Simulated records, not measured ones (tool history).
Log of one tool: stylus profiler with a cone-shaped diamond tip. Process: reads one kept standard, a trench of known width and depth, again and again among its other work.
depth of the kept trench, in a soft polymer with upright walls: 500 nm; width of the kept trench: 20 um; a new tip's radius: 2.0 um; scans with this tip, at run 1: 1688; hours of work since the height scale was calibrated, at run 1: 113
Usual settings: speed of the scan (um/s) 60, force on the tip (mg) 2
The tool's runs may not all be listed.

run,day,speed of the scan (um/s),force on the tip (mg),scans with this tip,hours of work since the height scale was calibrated,depth of the trench (Å),width of the trench's floor (µm)
1,0,60,2,1688,113,5058.4,17.07
2,0.929,60,2,1941,130,5060.2,17.04
3,1.95,60,2,2218,148,5058.2,17.05
4,2.788,60,2,2445,164,5058.7,17.03
5,3.671,30,2,2685,180,5059.9,17.21
6,4.558,100,2,2927,196,5060.7,16.84
7,5.733,100,2,3246,217,5060.5,16.8
8,7.158,60,2,3634,243,5058.8,17.07
9,8.029,17,2,3870,259,5058.3,17.26
10,9.038,17,2,4144,277,5059.3,17.22
11,10.096,205,2,4432,296,5058.1,16.35
12,11.683,205,2,4863,325,5059.3,16.38
13,12.954,205,2,5208,348,5057.7,16.37
14,14.438,205,2,5612,375,5059.7,16.32
15,15.683,205,2,5950,398,5058.5,16.34
16,16.371,162,3.83,6137,410,5091,16.77
17,17.362,96,5.67,6407,428,5118.8,17.01
18,18.6,51,5.67,6743,451,5118.7,17.2
19,19.279,50,2.87,6928,463,5075.1,17.15
20,20.021,50,2.87,7129,477,5075.2,17.14
21,21.358,50,2.87,7492,501,5076.2,17.11
22,22.712,189,4.59,7860,526,5102.8,16.7
23,23.546,96,2.14,8087,541,5060.7,16.85
24,25.088,60,2.48,8506,569,5068,17.11
25,25.871,65,0.81,8719,583,5032.5,16.87
# day 26.946: new tip fitted, height scale calibrated
26,27.033,18,0.98,23,2,5036.6,17.25
27,28.329,19,1.29,375,25,5044.1,17.24
28,29.438,35,1.52,677,45,5048.6,17.18
29,30.221,135,4.88,889,60,5106.4,16.92

Forecast each of these 3 alternatives for the next run:
A,31.254,88,2.09,1171,78,?,?
B,31.254,24,1.12,1171,78,?,?
C,31.254,18,1.81,1171,78,?,?

run,depth of the trench (Å),width of the trench's floor (µm)
A,5060.9,16.89
B,5038.9,17.21
C,5053.8,17.27
Without the tool's hidden state the same runs would have given:
run,depth of the trench (Å),width of the trench's floor (µm)
A,5060.9,16.89
B,5038.9,17.22
C,5053.8,17.28

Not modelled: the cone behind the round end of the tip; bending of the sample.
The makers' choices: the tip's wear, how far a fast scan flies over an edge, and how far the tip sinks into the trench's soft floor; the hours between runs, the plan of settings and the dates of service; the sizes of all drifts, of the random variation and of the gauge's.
